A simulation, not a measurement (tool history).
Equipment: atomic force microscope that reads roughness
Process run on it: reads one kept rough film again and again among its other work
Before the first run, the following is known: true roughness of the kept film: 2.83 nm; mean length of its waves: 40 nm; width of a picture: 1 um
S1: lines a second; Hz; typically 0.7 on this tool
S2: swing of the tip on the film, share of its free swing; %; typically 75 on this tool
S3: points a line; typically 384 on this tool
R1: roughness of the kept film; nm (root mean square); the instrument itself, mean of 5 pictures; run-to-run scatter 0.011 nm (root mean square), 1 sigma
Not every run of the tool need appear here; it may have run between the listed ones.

run,day,S1,S2,S3,R1
1,0,0.7,75,384,2.482
2,0.433,0.709,75,384,2.494
3,1.346,0.709,75,384,2.461
4,1.875,0.709,75,384,2.434
5,2.458,0.7,75,421,2.43
6,3.004,0.7,75,421,2.415
# day 3.104: height scale calibrated on a step standard
# day 3.304: new tip fitted
7,3.671,0.7,75,421,2.583
8,4.479,0.7,75,419,2.533
9,5.029,0.7,75,419,2.546
# day 5.554: height scale calibrated on a step standard, once more
10,5.8,0.7,75,400,2.528
11,6.504,1.891,75,568,2.308
12,7.2,1.891,85,568,2.122
13,8.2,1.891,85,568,2.077
14,9.217,0.548,85,459,2.389
15,9.838,0.548,85,459,2.372
# day 10.25: new tip fitted
16,10.704,0.548,85,459,2.534
17,11.167,3.778,65,880,2.303
18,11.958,0.7,68,546,2.563

Measured minus without-hidden-state, run by run (identical run-to-run variation in each term; gauge scatter may differ):
Unlogged tool condition in this case: radius of the tip, nm; height scale over the true one, %; drift of the gauge itself on roughness_nm, %.
run,R1
1,-0.097
2,-0.109
3,-0.132
4,-0.144
5,-0.158
6,-0.17
7,-0.017
8,-0.039
9,-0.055
10,-0.07
11,-0.081
12,-0.09
13,-0.113
14,-0.156
15,-0.169
16,-0.023
17,-0.033
18,-0.06
